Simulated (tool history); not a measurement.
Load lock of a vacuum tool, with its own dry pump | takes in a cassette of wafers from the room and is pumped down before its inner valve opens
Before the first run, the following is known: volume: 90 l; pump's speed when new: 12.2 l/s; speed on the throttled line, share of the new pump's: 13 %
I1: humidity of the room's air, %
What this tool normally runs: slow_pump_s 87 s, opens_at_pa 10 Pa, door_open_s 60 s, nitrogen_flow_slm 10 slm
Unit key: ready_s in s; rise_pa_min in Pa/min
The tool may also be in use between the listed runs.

Run 1, day 0: usual settings; I1 46. Result: ready_s 148.1 s, rise_pa_min 0.035 Pa/min.
Run 2, day 3.338: usual settings but door_open_s 224 s; I1 43.3. Result: ready_s 148.1 s, rise_pa_min 0.075 Pa/min.
Run 3, day 6.392: usual settings but door_open_s 224 s; I1 45. Result: ready_s 147.8 s, rise_pa_min 0.076 Pa/min.
Run 4, day 9.8: usual settings but door_open_s 224 s; I1 42.7. Result: ready_s 146.4 s, rise_pa_min 0.069 Pa/min.
Run 5, day 12.596: usual settings; I1 47.2. Result: ready_s 147.3 s, rise_pa_min 0.035 Pa/min.
Run 6, day 15.729: usual settings; I1 43.6. Result: ready_s 147.3 s, rise_pa_min 0.032 Pa/min.
Run 7, day 17.662: usual settings; I1 45.9. Result: ready_s 148.1 s, rise_pa_min 0.038 Pa/min.
Run 8, day 20.133: usual settings; I1 46.1. Result: ready_s 146.5 s, rise_pa_min 0.038 Pa/min.
Run 9, day 21.879: usual settings; I1 43.6. Result: ready_s 147.2 s, rise_pa_min 0.037 Pa/min.
Run 10, day 23.871: usual settings; I1 44.7. Result: ready_s 145.6 s, rise_pa_min 0.037 Pa/min.
Run 11, day 25.733: usual settings but opens_at_pa 16 Pa; I1 43.6. Result: ready_s 141.8 s, rise_pa_min 0.031 Pa/min.
Run 12, day 29.512: usual settings but opens_at_pa 9 Pa, nitrogen_flow_slm 42 slm; I1 42.7. Result: ready_s 146.4 s, rise_pa_min 0.024 Pa/min.
Run 13, day 31.921: usual settings but slow_pump_s 171 s, opens_at_pa 15 Pa, door_open_s 225 s, nitrogen_flow_slm 23 slm; I1 45.3. Result: ready_s 216 s, rise_pa_min 0.06 Pa/min.
Run 14, day 34.788: usual settings but slow_pump_s 171 s, opens_at_pa 15 Pa, door_open_s 225 s, nitrogen_flow_slm 23 slm; I1 46.6. Result: ready_s 217.2 s, rise_pa_min 0.064 Pa/min.
Run 15, day 37.45: usual settings but slow_pump_s 171 s, opens_at_pa 15 Pa, door_open_s 225 s, nitrogen_flow_slm 23 slm; I1 45.5. Result: ready_s 218.1 s, rise_pa_min 0.062 Pa/min.
Run 16, day 39.162: usual settings but door_open_s 122 s, nitrogen_flow_slm 24 slm; I1 47.4. Result: ready_s 148.2 s, rise_pa_min 0.044 Pa/min.
Run 17, day 41.888: usual settings but slow_pump_s 105 s; I1 45.2. Result: ready_s 165.2 s, rise_pa_min 0.043 Pa/min.
Run 18, day 44.242: usual settings but slow_pump_s 88 s, opens_at_pa 16 Pa, door_open_s 80 s, nitrogen_flow_slm 5 slm; I1 45.4. Result: ready_s 145.7 s, rise_pa_min 0.046 Pa/min.
Run 19, day 45.838: usual settings but slow_pump_s 88 s, opens_at_pa 11 Pa, door_open_s 80 s, nitrogen_flow_slm 4 slm; I1 45.4. Result: ready_s 150 s, rise_pa_min 0.048 Pa/min.
Run 20, day 48.583: usual settings but slow_pump_s 88 s, opens_at_pa 11 Pa, door_open_s 80 s, nitrogen_flow_slm 4 slm; I1 45.5. Result: ready_s 147.4 s, rise_pa_min 0.046 Pa/min.
Run 21, day 50.5: usual settings but slow_pump_s 88 s, opens_at_pa 11 Pa, door_open_s 54 s, nitrogen_flow_slm 12 slm; I1 45.5. Result: ready_s 149.2 s, rise_pa_min 0.03 Pa/min.

Predict each of these 4 candidate next runs independently; none follows another, all start after run 21:
Run A, day 52.046: usual settings but slow_pump_s 164 s; I1 43.4. Result: ready_s ?, rise_pa_min ?.
Run B, day 52.046: usual settings but opens_at_pa 8 Pa, door_open_s 92 s, nitrogen_flow_slm 9 slm; I1 41.1. Result: ready_s ?, rise_pa_min ?.
Run C, day 52.046: usual settings but slow_pump_s 88 s, opens_at_pa 8 Pa, door_open_s 54 s, nitrogen_flow_slm 4 slm; I1 44.8. Result: ready_s ?, rise_pa_min ?.
Run D, day 52.046: usual settings but slow_pump_s 58 s, opens_at_pa 12 Pa, door_open_s 49 s, nitrogen_flow_slm 12 slm; I1 48.8. Result: ready_s ?, rise_pa_min ?.

run  ready_s  rise_pa_min
  A    213.1         0.03
  B      151         0.05
  C    152.8        0.038
  D    121.3        0.032
The same runs, with their run-to-run variation unchanged, on a tool lacking any hidden condition would have given:
run  ready_s  rise_pa_min
  A    209.4        0.024
  B    146.4        0.044
  C    148.2        0.032
  D    116.7        0.025
